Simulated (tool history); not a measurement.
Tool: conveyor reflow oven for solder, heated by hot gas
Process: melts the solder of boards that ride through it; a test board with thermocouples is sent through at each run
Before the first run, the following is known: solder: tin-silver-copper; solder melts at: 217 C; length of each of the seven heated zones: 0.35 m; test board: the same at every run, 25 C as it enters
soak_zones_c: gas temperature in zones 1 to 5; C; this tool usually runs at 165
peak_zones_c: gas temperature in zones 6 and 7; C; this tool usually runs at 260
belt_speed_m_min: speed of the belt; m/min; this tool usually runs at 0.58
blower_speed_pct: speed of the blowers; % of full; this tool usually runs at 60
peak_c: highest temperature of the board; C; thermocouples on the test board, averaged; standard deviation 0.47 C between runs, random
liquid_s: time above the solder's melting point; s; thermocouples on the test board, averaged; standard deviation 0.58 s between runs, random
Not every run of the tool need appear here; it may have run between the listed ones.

run,hour,soak_zones_c,peak_zones_c,belt_speed_m_min,blower_speed_pct,peak_c,liquid_s
1,0,165,260,0.58,60,247,47.9
2,15.1,165,260,0.58,60,247.6,48.3
3,49.2,165,260,0.58,60,247.2,48.7
4,69.1,165,260,0.58,60,247.3,48
5,88.1,165,260,0.58,60,248,49.9
6,122.6,165,260,0.58,60,247.3,48.8
7,146.7,165,260,0.58,51,243.6,44.8
8,178.7,165,260,0.58,51,243.9,46.3
# hour 186.6: flux residue cleaned out of gas plates and filters
9,204.5,165,260,0.58,60,246.9,48.4
10,227.2,165,260,0.58,86,252.8,55
# hour 242.7: flux residue cleaned out of gas plates and filters, once more
11,252.3,165,260,0.498,86,256.5,67
12,283.1,165,260,0.498,86,256.3,67.1
13,308.6,165,260,0.498,86,256.7,68
14,340.5,174,258,0.589,88,252,56.9
15,355.3,165,260,0.58,77,251.7,54.7
16,381.7,165,259,0.58,80,251.1,54.4
17,412.4,164,260,0.632,60,244.9,42.7
18,433.4,164,260,0.632,60,244.7,42.3
19,458.9,155,266,0.669,63,247.8,38.5
20,494.4,174,266,0.525,86,262.4,69.3
21,517.6,174,266,0.511,87,262.6,71.1
22,541.3,168,253,0.58,60,242.7,46
# hour 564.9: flux residue cleaned out of gas plates and filters
23,572.2,160,270,0.526,60,260.5,63.1
24,587,160,270,0.526,60,260.5,62.1
25,620.2,165,257,0.543,79,251.4,58.3
26,636,165,257,0.543,79,251.7,58.2

Below are 5 alternative next runs, each starting from the tool's condition after run 26. Predict each:
A,664.5,165,267,0.574,60,?,?
B,664.5,165,260,0.58,51,?,?
C,664.5,155,260,0.58,60,?,?
D,664.5,165,254,0.58,72,?,?
E,664.5,165,268,0.58,60,?,?

run,peak_c,liquid_s
A,255.7,55.5
B,246.3,47.8
C,247.2,45.6
D,245.8,48.9
E,256,54.7
With no hidden state in the tool, these same runs would have given:
run,peak_c,liquid_s
A,253.3,53.1
B,243.9,44.9
C,244.8,43
D,243.4,46.3
E,253.6,52.4
